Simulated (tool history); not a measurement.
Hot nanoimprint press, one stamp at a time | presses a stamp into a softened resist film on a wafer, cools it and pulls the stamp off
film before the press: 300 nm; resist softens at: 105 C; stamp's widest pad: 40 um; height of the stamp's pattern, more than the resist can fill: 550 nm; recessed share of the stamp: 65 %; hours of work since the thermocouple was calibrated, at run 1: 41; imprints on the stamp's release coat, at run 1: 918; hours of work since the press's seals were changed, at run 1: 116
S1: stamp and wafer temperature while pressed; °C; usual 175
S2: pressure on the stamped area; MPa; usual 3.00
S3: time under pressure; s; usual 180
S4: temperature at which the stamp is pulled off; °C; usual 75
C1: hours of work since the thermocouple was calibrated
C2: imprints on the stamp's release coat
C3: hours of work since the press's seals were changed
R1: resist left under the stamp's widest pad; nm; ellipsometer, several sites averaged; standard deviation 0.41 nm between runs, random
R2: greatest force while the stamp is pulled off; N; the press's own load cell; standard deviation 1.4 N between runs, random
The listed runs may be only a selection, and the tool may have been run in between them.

run 1 day=0.000 | S1=175 S2=3.00 S3=180 S4=75 | C1=41 C2=918 C3=116 | R1=176.6 R2=119
run 2 day=0.238 | S1=175 S2=3.00 S3=180 S4=76 | C1=45 C2=947 C3=120 | R1=177.2 R2=115
run 3 day=0.525 | S1=181 S2=3.00 S3=180 S4=76 | C1=51 C2=983 C3=126 | R1=156.5 R2=118
run 4 day=0.942 | S1=175 S2=3.00 S3=180 S4=75 | C1=59 C2=1034 C3=134 | R1=176.7 R2=117
run 5 day=1.175 | S1=175 S2=2.34 S3=180 S4=75 | C1=63 C2=1062 C3=138 | R1=197.6 R2=123
run 6 day=1.454 | S1=175 S2=2.34 S3=180 S4=75 | C1=68 C2=1097 C3=144 | R1=198.7 R2=122
run 7 day=1.933 | S1=175 S2=2.34 S3=180 S4=75 | C1=78 C2=1156 C3=153 | R1=197.2 R2=121
run 8 day=2.192 | S1=175 S2=2.34 S3=180 S4=70 | C1=82 C2=1188 C3=158 | R1=197.9 R2=126
run 9 day=2.692 | S1=175 S2=3.00 S3=180 S4=74 | C1=92 C2=1249 C3=167 | R1=175.8 R2=125
run 10 day=3.096 | S1=175 S2=3.00 S3=180 S4=74 | C1=100 C2=1298 C3=175 | R1=176.3 R2=123
run 11 day=3.554 | S1=175 S2=3.00 S3=180 S4=74 | C1=108 C2=1355 C3=183 | R1=175.7 R2=127
run 12 day=3.808 | S1=177 S2=3.00 S3=151 S4=75 | C1=113 C2=1386 C3=188 | R1=178.0 R2=127
run 13 day=4.167 | S1=177 S2=3.00 S3=151 S4=75 | C1=120 C2=1430 C3=195 | R1=178.1 R2=126
run 14 day=4.433 | S1=185 S2=3.50 S3=266 S4=75 | C1=125 C2=1463 C3=200 | R1=116.8 R2=127
run 15 day=4.675 | S1=185 S2=3.50 S3=266 S4=75 | C1=130 C2=1493 C3=205 | R1=116.4 R2=125
run 16 day=4.917 | S1=175 S2=1.84 S3=92 S4=75 | C1=134 C2=1523 C3=209 | R1=245.9 R2=126

Consider 4 possible next runs. They are alternatives, not a sequence: every one starts from the tool as it was left by run 16. What does each give?
run A day=5.338 | S1=175 S2=3.00 S3=180 S4=82 | C1=142 C2=1574 C3=217 | R1=? R2=?
run B day=5.338 | S1=179 S2=3.00 S3=180 S4=75 | C1=142 C2=1574 C3=217 | R1=? R2=?
run C day=5.338 | S1=178 S2=3.84 S3=180 S4=75 | C1=142 C2=1574 C3=217 | R1=? R2=?
run D day=5.338 | S1=173 S2=1.84 S3=92 S4=72 | C1=142 C2=1574 C3=217 | R1=? R2=?

run=A R1=176.7 R2=122
run=B R1=162.5 R2=128
run=C R1=145.8 R2=126
run=D R1=250.4 R2=134
Take away the tool's hidden state, keep each run's random variation, and the runs would have read:
run=A R1=176.7 R2=98
run=B R1=162.4 R2=104
run=C R1=145.5 R2=101
run=D R1=250.7 R2=108

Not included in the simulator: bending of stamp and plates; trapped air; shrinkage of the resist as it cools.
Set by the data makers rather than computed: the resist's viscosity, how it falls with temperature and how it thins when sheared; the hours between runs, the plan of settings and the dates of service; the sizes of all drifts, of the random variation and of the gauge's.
